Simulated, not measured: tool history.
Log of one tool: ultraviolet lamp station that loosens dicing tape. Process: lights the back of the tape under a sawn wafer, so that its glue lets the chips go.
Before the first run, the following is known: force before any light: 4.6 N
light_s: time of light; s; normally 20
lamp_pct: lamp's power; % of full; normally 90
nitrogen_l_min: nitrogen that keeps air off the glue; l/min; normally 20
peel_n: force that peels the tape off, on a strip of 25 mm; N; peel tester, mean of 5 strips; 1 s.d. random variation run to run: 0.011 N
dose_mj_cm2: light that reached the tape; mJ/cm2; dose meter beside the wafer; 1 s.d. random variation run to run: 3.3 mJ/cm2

run	hour	light_s	lamp_pct	nitrogen_l_min	peel_n	dose_mj_cm2
1	0.0	20	90	20	0.467	516
2	33.3	20	90	20	0.478	516
3	65.8	20	90	20	0.477	516
4	82.0	20	90	9	0.664	521
5	109.8	20	90	20	0.469	517
6	135.1	20	90	20	0.476	520
7	160.1	20	90	20	0.481	518
8	195.6	20	90	20	0.494	515
9	218.1	20	90	10	0.654	519
10	242.1	20	90	20	0.493	517
11	279.2	20	90	20	0.455	511
12	308.4	20	90	20	0.451	512
13	340.9	20	90	16	0.510	516
14	365.8	20	89	20	0.478	510
15	384.6	20	90	20	0.467	518
16	406.7	20	90	20	0.464	518
17	429.6	12	90	20	1.025	311
18	463.9	12	90	20	0.974	311
19	481.1	12	90	27	0.881	308
20	506.0	12	90	27	0.879	310
21	543.8	12	90	27	0.883	310
22	568.8	12	90	27	0.889	309
23	586.0	12	93	25	0.905	321
24	602.4	30	67	25	0.374	583
25	627.8	15	68	20	1.070	295
26	643.5	15	68	20	1.098	294
27	663.1	37	68	20	0.319	723
28	679.5	38	73	9	0.373	799
29	696.4	30	73	8	0.524	628
30	713.6	30	73	8	0.544	625
31	742.4	30	73	8	0.523	623
32	759.5	10	65	18	1.841	183
33	781.9	16	70	18	0.976	321
34	808.5	38	71	18	0.297	770
35	834.2	12	78	16	1.313	270
36	863.4	12	98	16	0.955	336
37	895.5	10	90	20	1.235	258
38	926.1	10	90	20	1.272	256
39	963.4	40	90	8	0.300	1036
40	982.6	40	90	8	0.283	1027
41	1012.5	40	90	29	0.249	1045
42	1028.2	20	90	7	0.780	518
43	1056.0	20	90	7	0.766	515

Taken out of this log: 3 entries between the listed runs. Where each belongs, and how the hidden state differs across it:
Runs 11 to 12: window cleaned of glue's vapour (hour 299.3)
  light that the window lets through, % of a clean one's: 99.9 -> 100
Runs 24 to 25: window cleaned of glue's vapour (hour 620.6)
  light that the window lets through, % of a clean one's: 99.9 -> 100
Runs 38 to 39: window cleaned of glue's vapour (hour 941.9)
  light that the window lets through, % of a clean one's: 99.9 -> 100
